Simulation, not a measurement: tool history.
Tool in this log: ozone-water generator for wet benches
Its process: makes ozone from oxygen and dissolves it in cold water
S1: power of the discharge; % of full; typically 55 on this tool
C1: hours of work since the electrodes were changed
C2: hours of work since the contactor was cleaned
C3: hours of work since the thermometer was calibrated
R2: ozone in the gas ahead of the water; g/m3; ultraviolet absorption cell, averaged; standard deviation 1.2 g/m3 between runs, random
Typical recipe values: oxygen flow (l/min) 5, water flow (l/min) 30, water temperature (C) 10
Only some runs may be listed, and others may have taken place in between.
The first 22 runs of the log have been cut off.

{"hour": 2490.9, "done": "water thermometer calibrated"}
{"run": 23, "hour": 2561.4, "S1": 55, "oxygen flow (l/min)": 4.76, "water flow (l/min)": 30, "water temperature (C)": 5, "C1": 2288, "C2": 976, "C3": 57, "dissolved ozone (ppm)": 23, "R2": 224.5}
{"run": 24, "hour": 2620.8, "S1": 61, "oxygen flow (l/min)": 4.01, "water flow (l/min)": 37, "water temperature (C)": 10, "C1": 2335, "C2": 1024, "C3": 104, "dissolved ozone (ppm)": 19.1, "R2": 266.2}
{"run": 25, "hour": 2700.8, "S1": 55, "oxygen flow (l/min)": 4.45, "water flow (l/min)": 30, "water temperature (C)": 10, "C1": 2400, "C2": 1088, "C3": 169, "dissolved ozone (ppm)": 21.7, "R2": 230.5}
{"run": 26, "hour": 2827.4, "S1": 95, "oxygen flow (l/min)": 5, "water flow (l/min)": 30, "water temperature (C)": 12, "C1": 2501, "C2": 1189, "C3": 270, "dissolved ozone (ppm)": 33.7, "R2": 338.6}
{"run": 27, "hour": 2904.0, "S1": 85, "oxygen flow (l/min)": 3.65, "water flow (l/min)": 30, "water temperature (C)": 10, "C1": 2563, "C2": 1251, "C3": 332, "dissolved ozone (ppm)": 29.4, "R2": 364.7}
{"hour": 3025.6, "done": "water thermometer calibrated, once more"}
{"run": 28, "hour": 3025.6, "S1": 85, "oxygen flow (l/min)": 3.65, "water flow (l/min)": 30, "water temperature (C)": 10, "C1": 2660, "C2": 1348, "C3": 0, "dissolved ozone (ppm)": 28.8, "R2": 362.5}
{"run": 29, "hour": 3121.0, "S1": 61, "oxygen flow (l/min)": 8.78, "water flow (l/min)": 30, "water temperature (C)": 10, "C1": 2737, "C2": 1425, "C3": 77, "dissolved ozone (ppm)": 26, "R2": 176}
{"run": 30, "hour": 3193.2, "S1": 81, "oxygen flow (l/min)": 4.09, "water flow (l/min)": 40, "water temperature (C)": 7, "C1": 2795, "C2": 1483, "C3": 135, "dissolved ozone (ppm)": 22.3, "R2": 324.8}
{"run": 31, "hour": 3288.6, "S1": 81, "oxygen flow (l/min)": 4.35, "water flow (l/min)": 25, "water temperature (C)": 5, "C1": 2872, "C2": 1560, "C3": 211, "dissolved ozone (ppm)": 35.1, "R2": 317.8}
{"run": 32, "hour": 3399.7, "S1": 81, "oxygen flow (l/min)": 4.35, "water flow (l/min)": 25, "water temperature (C)": 5, "C1": 2961, "C2": 1649, "C3": 301, "dissolved ozone (ppm)": 35.3, "R2": 312.6}
{"run": 33, "hour": 3485.3, "S1": 81, "oxygen flow (l/min)": 4.35, "water flow (l/min)": 25, "water temperature (C)": 5, "C1": 3030, "C2": 1718, "C3": 369, "dissolved ozone (ppm)": 35.6, "R2": 315.1}

Branching from run 33: 3 alternative next runs. What would each branch give?
{"run": "A", "hour": 3552.6, "S1": 55, "oxygen flow (l/min)": 5, "water flow (l/min)": 27, "water temperature (C)": 10, "C1": 3084, "C2": 1772, "C3": 423, "dissolved ozone (ppm)": "?", "R2": "?"}
{"run": "B", "hour": 3552.6, "S1": 84, "oxygen flow (l/min)": 7.78, "water flow (l/min)": 30, "water temperature (C)": 10, "C1": 3084, "C2": 1772, "C3": 423, "dissolved ozone (ppm)": "?", "R2": "?"}
{"run": "C", "hour": 3552.6, "S1": 81, "oxygen flow (l/min)": 7.69, "water flow (l/min)": 20, "water temperature (C)": 9, "C1": 3084, "C2": 1772, "C3": 423, "dissolved ozone (ppm)": "?", "R2": "?"}

run=A dissolved_ozone_(ppm)=23.9 R2=214.7
run=B dissolved_ozone_(ppm)=32.4 R2=239.5
run=C dissolved_ozone_(ppm)=41.9 R2=233.7
What these runs would have given with no unlogged condition in the tool:
run=A dissolved_ozone_(ppm)=25.5 R2=226.2
run=B dissolved_ozone_(ppm)=35.3 R2=258.1
run=C dissolved_ozone_(ppm)=45.5 R2=251.4

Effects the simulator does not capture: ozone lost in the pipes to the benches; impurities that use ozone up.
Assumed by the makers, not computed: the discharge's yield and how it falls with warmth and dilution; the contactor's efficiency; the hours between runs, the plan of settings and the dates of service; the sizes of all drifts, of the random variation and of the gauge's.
